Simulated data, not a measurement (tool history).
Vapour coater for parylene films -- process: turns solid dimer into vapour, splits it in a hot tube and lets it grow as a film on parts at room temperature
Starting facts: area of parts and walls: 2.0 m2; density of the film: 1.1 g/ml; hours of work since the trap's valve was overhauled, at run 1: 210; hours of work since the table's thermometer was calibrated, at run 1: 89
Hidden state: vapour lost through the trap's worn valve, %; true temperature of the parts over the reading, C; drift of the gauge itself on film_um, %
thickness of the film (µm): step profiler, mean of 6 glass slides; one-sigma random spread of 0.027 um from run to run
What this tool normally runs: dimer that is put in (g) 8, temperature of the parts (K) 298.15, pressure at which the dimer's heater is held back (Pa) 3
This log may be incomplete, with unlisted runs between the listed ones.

run   hour  dimer that is put in (g)  temperature of the parts (K)  pressure at which the dimer's heater is held back (Pa)  hours of work since the trap's valve was overhauled  hours of work since the table's thermometer was calibrated  thickness of the film (µm)
  1      0                         8                        298.15                                                       3                                                  210                                                          89                        2.67
  2   24.8                         8                        298.15                                                       3                                                  220                                                          99                        2.66
  3   45.3                         8                        298.15                                                       3                                                  228                                                         107                        2.65
  4   75.1                         8                        298.15                                                       3                                                  241                                                         120                        2.64
  5    102                         8                        298.15                                                       3                                                  252                                                         131                        2.64
  6  117.7                         8                        298.15                                                       3                                                  258                                                         137                        2.67
  7  135.5                         8                        298.15                                                    5.24                                                  265                                                         144                        2.42
  8  152.6                         8                        298.15                                                       3                                                  273                                                         151                        2.62
  9  179.9                         8                        298.15                                                       3                                                  284                                                         163                        2.64
 10  201.3                         8                        298.15                                                       3                                                  292                                                         171                        2.61
 11  223.4                         6                        298.15                                                       3                                                  302                                                         181                        1.97
 12    247                         8                        298.15                                                       3                                                  311                                                         190                        2.61
 13  261.6                         8                        298.15                                                       3                                                  317                                                         196                        2.61
 14  285.2                         8                        298.15                                                    5.88                                                  327                                                         206                        2.34
     303.9  -- trap's valve overhauled
 15  304.1                         8                        298.15                                                       3                                                    0                                                         212                        2.86
 16  321.2                         8                        291.15                                                       3                                                    7                                                         219                         3.5
 17  342.8                         8                        291.15                                                       3                                                   16                                                         228                        3.56
 18  359.1                         8                        291.15                                                       3                                                   23                                                         235                        3.55
 19    376                         8                        298.15                                                       4                                                   30                                                         242                        2.72
 20  408.8                         8                        298.15                                                       4                                                   43                                                         255                         2.7
 21  425.1                         6                        291.15                                                       4                                                   50                                                         262                        2.53
 22  455.6                         6                        290.15                                                   11.15                                                   62                                                         274                        2.25
 23  476.1                         9                        290.15                                                   11.35                                                   71                                                         283                        3.35
 24  499.3                         9                        290.15                                                   11.35                                                   80                                                         292                        3.31
 25  526.3                         9                        290.15                                                    5.83                                                   91                                                         303                        3.63
 26  558.5                         9                        298.15                                                    3.52                                                  105                                                         317                        3.11
 27  580.6                         9                        306.15                                                    4.44                                                  114                                                         326                        2.26
 28  606.5                         8                        305.15                                                    6.75                                                  124                                                         336                        1.94
 29  623.4                         8                        305.15                                                    6.75                                                  131                                                         343                        1.92
 30  646.8                         5                        308.15                                                    2.62                                                  141                                                         353                        1.28
 31  678.9                         5                        308.15                                                    2.62                                                  154                                                         366                        1.25
 32  704.8                         4                        297.15                                                     3.3                                                  165                                                         377                         1.4
 33  721.9                         7                        291.15                                                    2.46                                                  172                                                         384                           3
 34  739.8                         8                        298.15                                                    6.54                                                  179                                                         391                         2.4
 35  768.7                        10                        297.15                                                    7.23                                                  191                                                         403                        3.07
 36  782.1                         9                        292.15                                                    4.16                                                  197                                                         409                         3.5
 37  813.8                         3                        298.15                                                    7.08                                                  210                                                         422                        0.89
 38    830                         4                        293.15                                                       3                                                  216                                                         428                         1.6
 39  856.7                         4                        293.15                                                    2.75                                                  227                                                         439                        1.57

Predict each of these 5 candidate next runs independently; none follows another, all start after run 39:
  A  886.4                         5                        298.15                                                    4.05                                                  239                                                         451                           ?
  B  886.4                        10                        293.15                                                    4.42                                                  239                                                         451                           ?
  C  886.4                         9                        291.15                                                    2.46                                                  239                                                         451                           ?
  D  886.4                         4                        304.15                                                    2.75                                                  239                                                         451                           ?
  E  886.4                         4                        293.15                                                    2.85                                                  239                                                         451                           ?

run  thickness of the film (µm)
  A                        1.59
  B                        3.71
  C                        3.74
  D                        1.08
  E                        1.58
What these runs would have given with no unlogged condition in the tool:
run  thickness of the film (µm)
  A                        1.69
  B                        3.94
  C                           4
  D                        1.15
  E                        1.68
